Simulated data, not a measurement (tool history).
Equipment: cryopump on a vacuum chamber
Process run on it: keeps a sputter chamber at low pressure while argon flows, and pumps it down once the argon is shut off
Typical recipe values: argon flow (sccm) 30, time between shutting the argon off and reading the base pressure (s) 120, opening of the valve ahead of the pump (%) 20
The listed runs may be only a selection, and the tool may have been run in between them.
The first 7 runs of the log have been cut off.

| run | hour | argon flow (sccm) | time between shutting the argon off and reading the base pressure (s) | opening of the valve ahead of the pump (%) | hours of work since the pump was warmed up and emptied | hours of work since the cold head was overhauled | hours of work since the chamber's fittings were tightened | pressure while argon flows (Pa) | pressure after the wait (uPa) |
|---|---|---|---|---|---|---|---|---|---|
| 8 | 186.9 | 30 | 157 | 20 | 552 | 552 | 20 | 0.209 | 0.84 |
| 9 | 207.8 | 30 | 157 | 20 | 562 | 562 | 31 | 0.2092 | 0.85 |
| 10 | 229.3 | 30 | 157 | 20 | 574 | 574 | 42 | 0.2095 | 0.88 |
| 11 | 265.9 | 30 | 120 | 39 | 593 | 593 | 61 | 0.1121 | 1.08 |
| 12 | 288.2 | 30 | 120 | 39 | 604 | 604 | 73 | 0.1138 | 1.08 |
| 13 | 312.6 | 30 | 120 | 39 | 617 | 617 | 86 | 0.1151 | 1.13 |
| 14 | 333.3 | 30 | 120 | 17 | 628 | 628 | 96 | 0.2452 | 1.16 |
|  | 351.3 | pump warmed up, emptied and cooled again |
| 15 | 358.5 | 30 | 120 | 20 | 4 | 638 | 107 | 0.1998 | 1.01 |
| 16 | 378.5 | 30 | 120 | 20 | 14 | 649 | 117 | 0.1985 | 1.06 |
| 17 | 414.8 | 30 | 120 | 20 | 33 | 667 | 136 | 0.2005 | 1.14 |
| 18 | 454.4 | 30 | 120 | 20 | 54 | 688 | 157 | 0.2014 | 1.14 |
| 19 | 485.5 | 30 | 120 | 20 | 70 | 704 | 173 | 0.2019 | 1.13 |
| 20 | 507.1 | 30 | 120 | 20 | 81 | 715 | 184 | 0.2014 | 1.15 |
| 21 | 536 | 30 | 28 | 27 | 96 | 730 | 199 | 0.1493 | 3.26 |
| 22 | 557.1 | 53 | 116 | 17 | 107 | 741 | 210 | 0.4163 | 1.21 |
| 23 | 573.8 | 53 | 116 | 17 | 116 | 750 | 219 | 0.4171 | 1.22 |
| 24 | 597.2 | 30 | 120 | 15 | 128 | 762 | 231 | 0.2694 | 1.23 |
| 25 | 615.5 | 17 | 120 | 22 | 137 | 772 | 240 | 0.104 | 1.24 |
| 26 | 645.8 | 17 | 120 | 22 | 153 | 788 | 256 | 0.1041 | 1.2 |
| 27 | 678.9 | 17 | 120 | 22 | 170 | 805 | 273 | 0.1035 | 1.31 |
| 28 | 710.8 | 24 | 278 | 16 | 187 | 821 | 290 | 0.2019 | 0.93 |
| 29 | 746.4 | 35 | 39 | 33 | 205 | 840 | 308 | 0.1447 | 2.71 |
| 30 | 772.7 | 13 | 39 | 55 | 219 | 853 | 322 | 0.0327 | 2.69 |
| 31 | 811.1 | 13 | 39 | 55 | 239 | 873 | 342 | 0.0338 | 2.75 |

Consider 3 possible next runs. They are alternatives, not a sequence: every one starts from the tool as it was left by run 31. What does each give?
| A | 828.1 | 30 | 120 | 28 | 248 | 882 | 351 | ? | ? |
| B | 828.1 | 14 | 275 | 16 | 248 | 882 | 351 | ? | ? |
| C | 828.1 | 53 | 121 | 30 | 248 | 882 | 351 | ? | ? |

| run | pressure while argon flows (Pa) | pressure after the wait (uPa) |
|---|---|---|
| A | 0.1454 | 1.33 |
| B | 0.1181 | 0.98 |
| C | 0.2425 | 1.34 |
Take away the tool's hidden state, keep each run's random variation, and the runs would have read:
| run | pressure while argon flows (Pa) | pressure after the wait (uPa) |
|---|---|---|
| A | 0.1412 | 0.85 |
| B | 0.1162 | 0.47 |
| C | 0.2351 | 0.85 |
